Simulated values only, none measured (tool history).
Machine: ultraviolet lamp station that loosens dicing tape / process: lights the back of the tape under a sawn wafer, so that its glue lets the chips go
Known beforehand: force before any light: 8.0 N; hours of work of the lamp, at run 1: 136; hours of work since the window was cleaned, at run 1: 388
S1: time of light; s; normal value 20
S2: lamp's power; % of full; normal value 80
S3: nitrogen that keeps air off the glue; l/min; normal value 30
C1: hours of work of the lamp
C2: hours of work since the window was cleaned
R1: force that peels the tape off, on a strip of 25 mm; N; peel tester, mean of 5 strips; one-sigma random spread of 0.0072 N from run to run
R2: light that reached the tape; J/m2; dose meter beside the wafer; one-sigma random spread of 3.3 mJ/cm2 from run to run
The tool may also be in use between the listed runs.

run     day  S1  S2  S3   C1   C2     R1    R2
  1   0.000  20  80  30  136  388  0.314  4750
      0.188  -- window cleaned of glue's vapour
  2   2.538  20  80  30  163   26  0.282  4920
  3   5.350  20  80  30  194   57  0.280  4920
  4   8.321  20  80  30  227   90  0.304  4830
  5  10.996  20  80  30  257  120  0.295  4750
  6  13.375  20  80  30  283  146  0.319  4670
  7  15.333  20  80  30  305  168  0.302  4740
  8  16.838  20  80  30  322  184  0.313  4630
  9  18.325  20  80  35  338  201  0.279  4570
 10  20.312  33  80  35  360  223  0.191  7480
 11  21.758  33  80  35  376  239  0.208  7430
 12  23.200  20  68  30  392  255  0.446  3840
 13  26.083  20  80  30  424  287  0.361  4390
 14  27.604  20  80  30  441  303  0.350  4400
 15  30.204  20  80  30  470  332  0.350  4300
 16  33.288  20  80  30  504  366  0.371  4290
     35.454  -- window cleaned of glue's vapour
 17  36.083  20  80  30  534    7  0.339  4420
 18  37.742  31  70  22  553   25  0.249  5860
 19  40.662  17  74  25  585   58  0.642  3390
 20  42.275  37  64  11  603   75  0.284  6360
 21  44.092  20  64  11  623   96  0.935  3380
 22  46.425  20  64  11  649  121  0.934  3280
 23  48.508  20  64  11  672  144  1.021  3320
 24  49.838  29  86  30  687  159  0.218  6340
 25  51.138  18  86  30  701  174  0.427  3940
 26  54.221  16  86  30  735  208  0.567  3400
 27  56.300  16  81  24  758  231  0.688  3150
 28  59.354  21  68  11  792  264  0.900  3440
 29  61.562  21  73  10  816  289  0.871  3660
 30  62.967  20  86  30  832  304  0.400  4070
 31  64.721  20  65  13  851  324  1.093  3030
 32  67.012  20  63  44  877  349  0.673  2950
 33  68.579  20  63  44  894  367  0.697  2880
     70.833  -- window cleaned of glue's vapour
 34  71.100  22  61  27  922    3  0.719  3160

Hidden state at the last listed run before each entry between runs and at the first one after, where it differs:
Between runs 1 and 2: window cleaned of glue's vapour (day 0.188)
  lamp's light, % of a new lamp's: 95.7 -> 94.9; light that the window lets through, % of a clean one's: 95.7 -> 99.1
  measured value less the no-hidden-state value, R1: +0.036 -> +0.023 N; R2: -430 -> -310 J/m2
Between runs 16 and 17: window cleaned of glue's vapour (day 35.454)
  lamp's light, % of a new lamp's: 84.4 -> 83.3; light that the window lets through, % of a clean one's: 95.7 -> 99.8
  measured value less the no-hidden-state value, R1: +0.108 -> +0.085 N; R2: -1020 -> -890 J/m2
Between runs 33 and 34: window cleaned of glue's vapour (day 70.833)
  lamp's light, % of a new lamp's: 72.6 -> 71.8; light that the window lets through, % of a clean one's: 96.2 -> 99.8
  measured value less the no-hidden-state value, R1: +0.352 -> +0.343 N; R2: -1260 -> -1250 J/m2

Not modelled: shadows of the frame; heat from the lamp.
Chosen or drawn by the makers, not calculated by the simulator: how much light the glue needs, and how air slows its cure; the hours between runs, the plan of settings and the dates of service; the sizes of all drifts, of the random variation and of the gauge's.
